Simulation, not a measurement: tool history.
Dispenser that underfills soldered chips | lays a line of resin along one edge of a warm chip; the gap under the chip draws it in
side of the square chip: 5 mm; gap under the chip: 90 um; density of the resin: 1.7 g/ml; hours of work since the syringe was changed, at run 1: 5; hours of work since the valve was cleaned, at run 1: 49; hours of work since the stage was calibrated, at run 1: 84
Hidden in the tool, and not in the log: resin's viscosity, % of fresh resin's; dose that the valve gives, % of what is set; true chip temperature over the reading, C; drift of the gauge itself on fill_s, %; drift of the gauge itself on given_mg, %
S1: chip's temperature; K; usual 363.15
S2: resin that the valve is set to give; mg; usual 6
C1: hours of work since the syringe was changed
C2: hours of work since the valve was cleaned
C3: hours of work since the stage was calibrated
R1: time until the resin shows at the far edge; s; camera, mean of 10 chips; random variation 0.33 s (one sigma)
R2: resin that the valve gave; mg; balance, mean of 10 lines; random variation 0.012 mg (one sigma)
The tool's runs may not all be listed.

{"run": 1, "hour": 0.0, "S1": 363.15, "S2": 6, "C1": 5, "C2": 49, "C3": 84, "R1": 21.9, "R2": 5.89}
{"hour": 1.1, "done": "new syringe of resin"}
{"run": 2, "hour": 3.9, "S1": 363.15, "S2": 6, "C1": 2, "C2": 52, "C3": 87, "R1": 17.4, "R2": 5.9}
{"run": 3, "hour": 6.1, "S1": 350.15, "S2": 6, "C1": 4, "C2": 54, "C3": 89, "R1": 36.2, "R2": 5.87}
{"hour": 8.7, "done": "new syringe of resin"}
{"run": 4, "hour": 10.6, "S1": 350.15, "S2": 6, "C1": 1, "C2": 57, "C3": 92, "R1": 30.2, "R2": 5.86}
{"run": 5, "hour": 14.0, "S1": 350.15, "S2": 6, "C1": 4, "C2": 60, "C3": 95, "R1": 37.6, "R2": 5.85}
{"hour": 16.0, "done": "new syringe of resin"}
{"run": 6, "hour": 16.5, "S1": 350.15, "S2": 6, "C1": 0, "C2": 61, "C3": 97, "R1": 26.7, "R2": 5.85}
{"run": 7, "hour": 20.5, "S1": 363.15, "S2": 5.66, "C1": 4, "C2": 65, "C3": 100, "R1": 19.3, "R2": 5.52}
{"run": 8, "hour": 22.5, "S1": 363.15, "S2": 5.66, "C1": 5, "C2": 66, "C3": 101, "R1": 21.9, "R2": 5.53}
{"hour": 23.4, "done": "new syringe of resin"}
{"run": 9, "hour": 27.2, "S1": 363.15, "S2": 6, "C1": 3, "C2": 70, "C3": 105, "R1": 19.1, "R2": 5.85}
{"hour": 31.0, "done": "new syringe of resin"}
{"run": 10, "hour": 31.5, "S1": 367.15, "S2": 6, "C1": 0, "C2": 73, "C3": 108, "R1": 12.7, "R2": 5.85}
{"run": 11, "hour": 35.0, "S1": 367.15, "S2": 6, "C1": 3, "C2": 76, "C3": 111, "R1": 15.8, "R2": 5.83}
{"hour": 38.3, "done": "new syringe of resin"}
{"run": 12, "hour": 39.0, "S1": 367.15, "S2": 5.23, "C1": 0, "C2": 78, "C3": 114, "R1": 13.3, "R2": 5.08}
{"run": 13, "hour": 40.8, "S1": 351.15, "S2": 5.21, "C1": 2, "C2": 80, "C3": 115, "R1": 30.6, "R2": 5.06}
{"run": 14, "hour": 43.9, "S1": 357.15, "S2": 6.39, "C1": 4, "C2": 82, "C3": 118, "R1": 27.1, "R2": 6.2}

Forecast run 15:
{"hour": 45.9, "done": "new syringe of resin"}
{"run": 15, "hour": 47.0, "S1": 357.15, "S2": 5.45, "C1": 1, "C2": 84, "C3": 120, "R1": "?", "R2": "?"}

Run 15 gave R1 21.1 s, R2 5.27 mg.
Without the tool's hidden state the same run would have given R1 19 s, R2 5.44 mg.

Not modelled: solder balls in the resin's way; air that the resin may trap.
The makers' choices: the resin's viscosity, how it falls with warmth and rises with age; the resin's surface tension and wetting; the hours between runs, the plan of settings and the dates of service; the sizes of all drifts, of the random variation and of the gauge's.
